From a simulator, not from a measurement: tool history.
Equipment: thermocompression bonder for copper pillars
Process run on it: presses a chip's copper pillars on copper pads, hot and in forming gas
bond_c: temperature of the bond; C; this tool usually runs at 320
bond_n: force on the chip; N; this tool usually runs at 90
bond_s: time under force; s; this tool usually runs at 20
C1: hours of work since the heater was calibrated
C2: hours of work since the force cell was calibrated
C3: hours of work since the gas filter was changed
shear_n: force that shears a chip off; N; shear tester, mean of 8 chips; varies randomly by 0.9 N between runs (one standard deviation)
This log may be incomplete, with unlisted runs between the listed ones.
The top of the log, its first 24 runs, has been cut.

Run 25, hour 1385.8: usual settings but bond_c 296 C, bond_n 88 N; C1 1273; C2 1973; C3 57. Result: shear_n 62.5 N.
Run 26, hour 1441.8: usual settings but bond_c 294 C, bond_n 59 N, bond_s 14 s; C1 1308; C2 2008; C3 93. Result: shear_n 42.2 N.
Run 27, hour 1493.5: usual settings but bond_c 294 C, bond_n 59 N, bond_s 14 s; C1 1341; C2 2041; C3 125. Result: shear_n 42 N.
Run 28, hour 1547.6: usual settings but bond_n 133 N, bond_s 29 s; C1 1375; C2 2075; C3 159. Result: shear_n 92 N.
Run 29, hour 1606.1: usual settings but bond_c 309 C, bond_n 98 N, bond_s 11 s; C1 1412; C2 2112; C3 196. Result: shear_n 61.3 N.
At hour 1625.6: heater calibrated with a thermocouple chip.
Run 30, hour 1660: usual settings but bond_c 316 C, bond_n 68 N, bond_s 14 s; C1 22; C2 2144; C3 229. Result: shear_n 55.7 N.
At hour 1679: force cell calibrated.
Run 31, hour 1702.1: usual settings but bond_c 316 C, bond_n 68 N, bond_s 14 s; C1 47; C2 15; C3 254. Result: shear_n 56.7 N.
Run 32, hour 1742.3: usual settings but bond_c 317 C, bond_n 69 N; C1 72; C2 40; C3 279. Result: shear_n 64 N.
Run 33, hour 1782.2: usual settings but bond_c 317 C, bond_n 69 N; C1 98; C2 65; C3 304. Result: shear_n 64.9 N.
Run 34, hour 1854.6: usual settings but bond_c 301 C, bond_n 81 N, bond_s 10 s; C1 143; C2 110; C3 350. Result: shear_n 48.1 N.
At hour 1862: forming gas filter changed.
Run 35, hour 1902.4: usual settings but bond_c 291 C, bond_n 73 N, bond_s 17 s; C1 173; C2 140; C3 25. Result: shear_n 48.8 N.
Run 36, hour 1951.4: usual settings but bond_c 313 C, bond_n 82 N, bond_s 58 s; C1 204; C2 171; C3 56. Result: shear_n 85.6 N.
Run 37, hour 1990.3: usual settings but bond_c 313 C, bond_n 82 N, bond_s 58 s; C1 228; C2 196; C3 81. Result: shear_n 86.8 N.
Run 38, hour 2048: usual settings but bond_n 65 N; C1 264; C2 232; C3 117. Result: shear_n 63.5 N.

4 options for the next run, each taken on its own from the tool as it stands now. Forecast them:
Run A, hour 2101.1: usual settings but bond_c 327 C, bond_n 65 N; C1 298; C2 265; C3 150. Result: shear_n ?.
Run B, hour 2101.1: usual settings but bond_n 89 N; C1 298; C2 265; C3 150. Result: shear_n ?.
Run C, hour 2101.1: usual settings but bond_c 302 C, bond_n 65 N, bond_s 42 s; C1 298; C2 265; C3 150. Result: shear_n ?.
Run D, hour 2101.1: usual settings but bond_n 65 N, bond_s 12 s; C1 298; C2 265; C3 150. Result: shear_n ?.

run  shear_n
  A     68.4
  B     75.2
  C     69.2
  D     54.4
Without the tool's hidden state the same runs would have given:
run  shear_n
  A     68.5
  B     75.2
  C     69.3
  D     54.5
